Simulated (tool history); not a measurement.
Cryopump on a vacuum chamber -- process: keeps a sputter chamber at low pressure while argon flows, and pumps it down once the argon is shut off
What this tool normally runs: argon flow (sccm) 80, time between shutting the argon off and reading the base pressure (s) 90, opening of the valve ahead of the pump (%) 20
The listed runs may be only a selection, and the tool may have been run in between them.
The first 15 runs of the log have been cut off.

| run | hour | argon flow (sccm) | time between shutting the argon off and reading the base pressure (s) | opening of the valve ahead of the pump (%) | pressure while argon flows (Pa) | pressure after the wait (uPa) |
|---|---|---|---|---|---|---|
| 16 | 428.7 | 79 | 90 | 20 | 0.4605 | 2.03 |
|  | 450.1 | leaking fittings of the chamber tightened, without venting |
| 17 | 460.4 | 79 | 90 | 20 | 0.4615 | 1.14 |
| 18 | 480.5 | 79 | 90 | 19 | 0.49 | 1.15 |
| 19 | 499.5 | 76 | 97 | 22 | 0.4102 | 1.1 |
| 20 | 520.4 | 114 | 254 | 20 | 0.6704 | 0.59 |
| 21 | 549.3 | 123 | 161 | 32 | 0.4655 | 0.79 |
| 22 | 587 | 73 | 222 | 24 | 0.3652 | 0.69 |
| 23 | 628.4 | 100 | 64 | 34 | 0.3612 | 1.59 |
| 24 | 668.9 | 62 | 90 | 52 | 0.1532 | 1.22 |
| 25 | 707.6 | 70 | 90 | 21 | 0.4007 | 1.28 |

Run 26 is up next; what results do you expect?
| 26 | 735.8 | 70 | 90 | 21 | ? | ? |

{"run 26": {"pressure while argon flows (Pa)": 0.4012, "pressure after the wait (uPa)": 1.2}}
With no hidden state in the tool, this same run would have given pressure while argon flows (Pa) 0.3784, pressure after the wait (uPa) 1.09.
